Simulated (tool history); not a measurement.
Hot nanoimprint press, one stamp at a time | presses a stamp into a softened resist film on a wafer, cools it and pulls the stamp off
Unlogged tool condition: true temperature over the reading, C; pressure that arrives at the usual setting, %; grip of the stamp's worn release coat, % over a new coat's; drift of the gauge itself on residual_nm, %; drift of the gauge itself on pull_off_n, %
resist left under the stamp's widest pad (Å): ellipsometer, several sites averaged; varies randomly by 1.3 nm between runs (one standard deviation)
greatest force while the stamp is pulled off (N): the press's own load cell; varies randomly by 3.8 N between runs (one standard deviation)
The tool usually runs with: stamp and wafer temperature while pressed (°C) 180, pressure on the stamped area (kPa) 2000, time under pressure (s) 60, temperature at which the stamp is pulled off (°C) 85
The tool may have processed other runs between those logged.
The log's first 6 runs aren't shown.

run	day	stamp and wafer temperature while pressed (°C)	pressure on the stamped area (kPa)	time under pressure (s)	temperature at which the stamp is pulled off (°C)	hours of work since the thermocouple was calibrated	imprints on the stamp's release coat	hours of work since the press's seals were changed	resist left under the stamp's widest pad (Å)	greatest force while the stamp is pulled off (N)
# day 3.008: plate thermocouple calibrated
7	3.154	174	2000	60	85	2	197	155	2577	193
8	3.604	185	2000	60	85	8	226	161	1569	201
9	4.175	180	2000	60	85	15	263	168	2021	191
10	4.821	186	2000	60	85	23	305	177	1494	194
11	5.575	186	2000	60	85	33	354	186	1503	196
12	6.25	186	2000	60	85	41	398	195	1513	204
13	7.096	186	2000	60	85	52	453	206	1498	201
14	7.588	186	2000	60	85	58	485	212	1488	205
15	8.325	186	2000	60	85	68	533	221	1498	206
16	9.171	180	2000	60	85	79	588	232	2021	206
17	9.6	180	3070	60	85	84	616	238	1745	206
18	10.146	179	1450	60	85	91	651	244	2325	208
19	11.029	190	1410	59	88	102	709	256	1475	197
20	11.458	190	2510	59	88	108	737	261	1121	201
21	11.996	172	2000	60	85	115	772	268	2816	219
22	12.438	172	2000	60	85	120	800	274	2791	218
23	13.167	172	2000	60	85	129	848	283	2778	216
24	13.579	190	1220	60	85	135	874	288	1542	218
25	14.321	184	1990	45	87	144	923	298	1870	213
26	14.808	191	1260	33	80	150	954	304	1830	247
27	15.621	171	2650	115	73	161	1007	314	2328	278
28	16.258	186	1560	60	85	169	1048	322	1700	224
29	16.967	186	1560	60	85	178	1094	331	1696	227
30	17.604	187	2000	60	87	186	1136	340	1470	223
31	18.496	191	2750	37	87	197	1194	351	1260	219

3 ways to go on from here, each from the tool as it stands after run 31. What would each give?
A	19.388	191	1470	36	79	209	1252	362	?	?
B	19.388	177	2000	60	89	209	1252	362	?	?
C	19.388	185	3200	60	85	209	1252	362	?	?

run	resist left under the stamp's widest pad (Å)	greatest force while the stamp is pulled off (N)
A	1678	269
B	2369	209
C	1343	237
Take away the tool's hidden state, keep each run's random variation, and the runs would have read:
run	resist left under the stamp's widest pad (Å)	greatest force while the stamp is pulled off (N)
A	1604	212
B	2271	164
C	1257	186

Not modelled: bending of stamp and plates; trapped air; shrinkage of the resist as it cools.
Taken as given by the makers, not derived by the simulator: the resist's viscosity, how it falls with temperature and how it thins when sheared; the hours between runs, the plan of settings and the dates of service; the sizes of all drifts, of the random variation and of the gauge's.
